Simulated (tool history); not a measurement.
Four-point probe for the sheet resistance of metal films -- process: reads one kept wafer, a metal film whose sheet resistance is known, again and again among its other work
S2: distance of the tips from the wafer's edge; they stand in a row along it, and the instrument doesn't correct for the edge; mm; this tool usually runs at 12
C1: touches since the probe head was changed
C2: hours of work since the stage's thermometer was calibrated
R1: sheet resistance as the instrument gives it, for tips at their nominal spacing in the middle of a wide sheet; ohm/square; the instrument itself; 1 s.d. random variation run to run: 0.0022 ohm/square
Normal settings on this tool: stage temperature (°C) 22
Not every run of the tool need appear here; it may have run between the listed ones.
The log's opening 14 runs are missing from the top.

run 15 hour=165.2 | stage_temperature_(°C)=22 S2=12 | C1=5130 C2=1635 | R1=10.818365
run 16 hour=173.7 | stage_temperature_(°C)=22 S2=12 | C1=5302 C2=1640 | R1=10.815681
run 17 hour=188.4 | stage_temperature_(°C)=22 S2=12 | C1=5599 C2=1648 | R1=10.818827
run 18 hour=204.1 | stage_temperature_(°C)=18 S2=12 | C1=5916 C2=1657 | R1=10.858945
run 19 hour=216.4 | stage_temperature_(°C)=18 S2=12 | C1=6163 C2=1663 | R1=10.85284
run 20 hour=232.7 | stage_temperature_(°C)=18 S2=12 | C1=6492 C2=1672 | R1=10.856501
-- hour=247.6 stage's thermometer calibrated
run 21 hour=249 | stage_temperature_(°C)=22 S2=12 | C1=6810 C2=1 | R1=10.798062
run 22 hour=259.7 | stage_temperature_(°C)=22 S2=12 | C1=7026 C2=7 | R1=10.797819
run 23 hour=267.6 | stage_temperature_(°C)=34 S2=26 | C1=7185 C2=11 | R1=10.680341
run 24 hour=278.8 | stage_temperature_(°C)=29 S2=62 | C1=7411 C2=17 | R1=10.72426
run 25 hour=295 | stage_temperature_(°C)=33 S2=13 | C1=7738 C2=26 | R1=10.700882

Run 26, settings as shown, results not yet in. Your forecast:
run 26 hour=305 | stage_temperature_(°C)=33 S2=13 | C1=7940 C2=31 | R1=?

R1: 10.695212 ohm/square
The same run, on a tool lacking any hidden state, would have yielded R1 10.705823 ohm/square.

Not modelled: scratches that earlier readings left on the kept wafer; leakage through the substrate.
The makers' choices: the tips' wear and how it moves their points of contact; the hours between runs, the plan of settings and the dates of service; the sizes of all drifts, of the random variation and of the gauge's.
